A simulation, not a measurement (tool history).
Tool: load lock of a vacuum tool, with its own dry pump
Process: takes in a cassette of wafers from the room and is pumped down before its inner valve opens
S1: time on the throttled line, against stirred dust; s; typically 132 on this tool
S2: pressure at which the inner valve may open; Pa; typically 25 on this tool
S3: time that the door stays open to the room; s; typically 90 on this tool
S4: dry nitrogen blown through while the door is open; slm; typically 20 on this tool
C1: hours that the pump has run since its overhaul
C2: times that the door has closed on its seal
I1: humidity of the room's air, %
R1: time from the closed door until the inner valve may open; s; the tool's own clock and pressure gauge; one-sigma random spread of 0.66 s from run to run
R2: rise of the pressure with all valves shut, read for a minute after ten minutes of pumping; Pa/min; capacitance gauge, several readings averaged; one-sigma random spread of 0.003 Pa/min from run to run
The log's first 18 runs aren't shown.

run    hour   S1  S2  S3  S4    C1     C2    I1     R1     R2
 19  4693.7  141  29  67   5  5690  22645  45.0  215.1  0.206
 20  5047.7  172  29  67   5  6044  24177  43.2  244.0  0.216
 21  5192.1  172  19  67  39  6188  24801  43.1  249.2  0.211
 22  5361.7  172  19  67  39  6358  25535  43.1  248.2  0.213
 23  5554.8  172  19  67  39  6551  26370  45.6  248.9  0.231
 24  5850.8  112  30  67   6  6847  27651  44.2  190.4  0.260
 25  6155.5   74  23  35  31  7152  28969  50.4  159.3  0.259
 26  6349.2   74  36  35  31  7345  29808  46.6  154.1  0.269
 27  6534.8   76  25  58  24  7531  30610  44.5  160.4  0.285
 28  6753.8   76  27  37  24  7750  31558  47.8  160.1  0.291
 29  6982.0   76  27  37  24  7978  32545  47.0  158.8  0.311
 30  7335.9  225  32  82   5  8332  34076  48.3  291.1  0.359
 31  7677.2   88  26  90  20  8673  35553  48.7  171.2  0.376
 32  7861.9  197  29  25  14  8858  36352  43.8  267.3  0.369
 33  8107.5  132  25  65  20  9104  37415  42.7  211.0  0.381
 34  8279.7  132  26  33  20  9276  38159  44.5  211.0  0.406
 35  8582.4  132  49  33  15  9578  39469  46.9  204.2  0.431
 36  8851.5   67  49  33  15  9847  40633  43.1  146.4  0.442

Forecast each of these 4 alternatives for the next run:
  A  9062.0  132  20   90   8  10058  41544  45.8   ?   ?
  B  9062.0  201  27   33  25  10058  41544  44.7   ?   ?
  C  9062.0  132  25  134  20  10058  41544  44.3   ?   ?
  D  9062.0  223  24   33   8  10058  41544  50.2   ?   ?

run     R1     R2
  A  214.3  0.478
  B  271.8  0.466
  C  213.8  0.477
  D  294.2  0.464
Without the tool's unlogged condition, the same runs would have read:
run     R1     R2
  A  207.2  0.032
  B  265.6  0.016
  C  206.8  0.028
  D  287.8  0.023

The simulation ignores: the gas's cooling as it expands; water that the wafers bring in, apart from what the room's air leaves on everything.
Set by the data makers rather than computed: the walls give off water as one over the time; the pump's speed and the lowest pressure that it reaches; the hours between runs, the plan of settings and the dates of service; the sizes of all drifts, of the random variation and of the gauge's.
